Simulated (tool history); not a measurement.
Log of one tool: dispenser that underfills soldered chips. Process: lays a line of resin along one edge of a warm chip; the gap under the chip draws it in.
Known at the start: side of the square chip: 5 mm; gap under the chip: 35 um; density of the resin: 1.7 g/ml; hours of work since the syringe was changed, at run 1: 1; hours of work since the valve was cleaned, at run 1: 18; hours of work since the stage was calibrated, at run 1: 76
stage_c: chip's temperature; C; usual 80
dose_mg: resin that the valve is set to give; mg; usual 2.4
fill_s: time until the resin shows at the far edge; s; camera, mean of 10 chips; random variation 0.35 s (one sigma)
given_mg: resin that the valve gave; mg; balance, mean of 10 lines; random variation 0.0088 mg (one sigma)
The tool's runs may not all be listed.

| run | hour | stage_c | dose_mg | hours of work since the syringe was changed | hours of work since the valve was cleaned | hours of work since the stage was calibrated | fill_s | given_mg |
|---|---|---|---|---|---|---|---|---|
| 1 | 0 | 80 | 2.4 | 1 | 18 | 76 | 20.8 | 2.385 |
| 2 | 4.6 | 88 | 2.4 | 5 | 21 | 79 | 18.4 | 2.366 |
|  | 6.6 | new syringe of resin |
| 3 | 10.9 | 88 | 2.4 | 3 | 25 | 83 | 16.7 | 2.368 |
|  | 15.4 | new syringe of resin |
| 4 | 15.4 | 80 | 2.4 | 0 | 28 | 86 | 18.2 | 2.391 |
| 5 | 23.7 | 80 | 2.4 | 6 | 34 | 92 | 28.1 | 2.362 |
|  | 25 | new syringe of resin |
| 6 | 33 | 69 | 2.4 | 5 | 40 | 98 | 42.9 | 2.363 |
|  | 34.2 | new syringe of resin |
| 7 | 38.3 | 69 | 2.34 | 3 | 43 | 101 | 35.2 | 2.288 |
|  | 43.1 | new syringe of resin |
| 8 | 45.7 | 69 | 2.34 | 2 | 48 | 106 | 33.3 | 2.296 |
| 9 | 50.2 | 69 | 2.34 | 5 | 51 | 109 | 40.7 | 2.306 |
|  | 52.1 | new syringe of resin |
| 10 | 57.8 | 69 | 2.34 | 4 | 56 | 114 | 38.3 | 2.29 |
|  | 60.9 | new syringe of resin |
| 11 | 66.4 | 80 | 2.4 | 4 | 61 | 119 | 23.4 | 2.354 |
|  | 70 | new syringe of resin |
| 12 | 71.1 | 80 | 2.4 | 1 | 64 | 122 | 18.8 | 2.345 |
| 13 | 78 | 80 | 2.4 | 5 | 69 | 127 | 27.1 | 2.334 |
|  | 79 | new syringe of resin |
|  | 87.9 | new syringe of resin |
| 14 | 88.5 | 81 | 2.27 | 0 | 75 | 133 | 17.7 | 2.201 |
| 15 | 95.6 | 81 | 2.27 | 5 | 80 | 138 | 25.3 | 2.207 |
|  | 97.3 | new syringe of resin |
|  | 99.9 | dispensing valve cleaned and set on the balance |
| 16 | 101.3 | 89 | 2.52 | 2 | 1 | 141 | 14.4 | 2.522 |
|  | 107.3 | new syringe of resin |
| 17 | 108.3 | 70 | 3.08 | 1 | 5 | 146 | 28.8 | 3.066 |
| 18 | 114.8 | 79 | 2.45 | 5 | 10 | 150 | 25.6 | 2.431 |
|  | 116.5 | new syringe of resin |
| 19 | 120.2 | 74 | 2.15 | 2 | 13 | 153 | 28.5 | 2.128 |
|  | 125.3 | new syringe of resin |
| 20 | 130.5 | 80 | 2.38 | 4 | 20 | 160 | 22.6 | 2.354 |
|  | 134 | new syringe of resin |
| 21 | 136.3 | 65 | 2.95 | 2 | 24 | 164 | 37.4 | 2.944 |
|  | 143 | new syringe of resin |
| 22 | 143.7 | 75 | 2.28 | 0 | 28 | 168 | 22.3 | 2.243 |

Forecast each of these 3 alternatives for the next run:
|  | 152.3 | new syringe of resin |
| A | 152.9 | 84 | 2.75 | 0 | 34 | 174 | ? | ? |
|  | 152.3 | new syringe of resin |
| B | 152.9 | 75 | 2.36 | 0 | 34 | 174 | ? | ? |
|  | 152.3 | new syringe of resin |
| C | 152.9 | 78 | 3.02 | 0 | 34 | 174 | ? | ? |

| run | fill_s | given_mg |
|---|---|---|
| A | 15.6 | 2.708 |
| B | 22.8 | 2.318 |
| C | 19.4 | 2.987 |
Without the tool's hidden state the same runs would have given:
| run | fill_s | given_mg |
|---|---|---|
| A | 15.7 | 2.742 |
| B | 23 | 2.348 |
| C | 19.6 | 3.025 |
